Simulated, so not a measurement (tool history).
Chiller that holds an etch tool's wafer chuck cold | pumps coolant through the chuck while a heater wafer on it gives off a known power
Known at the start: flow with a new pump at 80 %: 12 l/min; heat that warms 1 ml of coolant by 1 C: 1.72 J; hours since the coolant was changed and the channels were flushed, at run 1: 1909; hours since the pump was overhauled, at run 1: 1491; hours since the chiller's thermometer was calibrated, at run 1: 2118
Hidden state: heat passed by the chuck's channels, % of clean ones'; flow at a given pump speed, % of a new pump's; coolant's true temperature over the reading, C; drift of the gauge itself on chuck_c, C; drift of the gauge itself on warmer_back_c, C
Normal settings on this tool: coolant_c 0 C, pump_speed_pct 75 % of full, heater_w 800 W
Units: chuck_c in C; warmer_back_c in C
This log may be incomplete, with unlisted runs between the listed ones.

run,hour,coolant_c,pump_speed_pct,heater_w,hours since the coolant was changed and the channels were flushed,hours since the pump was overhauled,hours since the chiller's thermometer was calibrated,chuck_c,warmer_back_c
1,0,0,75,800,1909,1491,2118,6.1,2.57
2,30.1,0,75,800,1939,1521,2148,6.3,2.55
3,81.1,0,75,465,1990,1572,2199,3.5,1.53
4,110,0,75,465,2019,1601,2228,3.5,1.5
5,148.1,0,75,465,2057,1639,2266,3.3,1.48
6,186.8,0,75,465,2096,1678,2305,3.7,1.49
7,226.9,-8,75,800,2136,1718,2345,-1.8,2.55
8,256.5,0,75,532,2166,1748,2375,4.1,1.76
9,294,0,99,532,2203,1785,2412,3.1,1.24
10,339,0,99,532,2248,1830,2457,3,1.25
11,380.1,0,99,532,2289,1871,2498,3.2,1.26
12,404.7,0,75,791,2314,1896,2523,6.2,2.56
13,452.7,0,75,800,2362,1944,2571,6.2,2.58
14,490.3,0,75,800,2399,1981,2608,6.3,2.58
15,513.6,0,75,800,2423,2005,2632,6.3,2.64
16,538.1,0,90,800,2447,2029,2656,5.4,2.14
17,584.6,7,77,634,2494,2076,2703,11.8,1.94
18,621.2,7,77,634,2530,2112,2739,11.7,1.98
19,660.7,7,77,1186,2570,2152,2779,16.3,3.76
20,698,1,75,800,2607,2189,2816,7.1,2.57
21,742.4,1,75,800,2652,2234,2861,7.3,2.57
22,778.3,1,75,800,2687,2269,2896,7.6,2.58
23,817.6,0,90,670,2727,2309,2936,4.4,1.81
24,851,0,90,670,2760,2342,2969,4.5,1.79
25,885,0,90,670,2794,2376,3003,4.6,1.71
26,908.8,0,71,978,2818,2400,3027,8.2,3.38
27,959.1,2,75,578,2868,2450,3077,6.6,1.92
28,1008.2,1,75,1115,2917,2499,3126,10,3.61
29,1056.1,1,75,1115,2965,2547,3174,10,3.64
30,1078.2,1,75,1115,2987,2569,3196,10.1,3.64
31,1109.3,1,75,1115,3019,2601,3228,10.3,3.64

The logged runs with the hidden state left out (each run's random variation unchanged):
run,chuck_c,warmer_back_c
1,5.7,2.52
2,5.8,2.49
3,3.3,1.5
4,3.3,1.47
5,3.1,1.45
6,3.6,1.46
7,-2.2,2.49
8,3.8,1.72
9,2.9,1.21
10,2.8,1.21
11,3,1.23
12,5.7,2.49
13,5.7,2.51
14,5.8,2.5
15,5.8,2.57
16,4.9,2.07
17,11.4,1.88
18,11.3,1.91
19,15.3,3.64
20,6.5,2.49
21,6.8,2.49
22,7,2.49
23,4,1.74
24,4.1,1.72
25,4.2,1.65
26,7.3,3.26
27,6.2,1.85
28,9,3.47
29,8.9,3.5
30,9,3.5
31,9.2,3.49
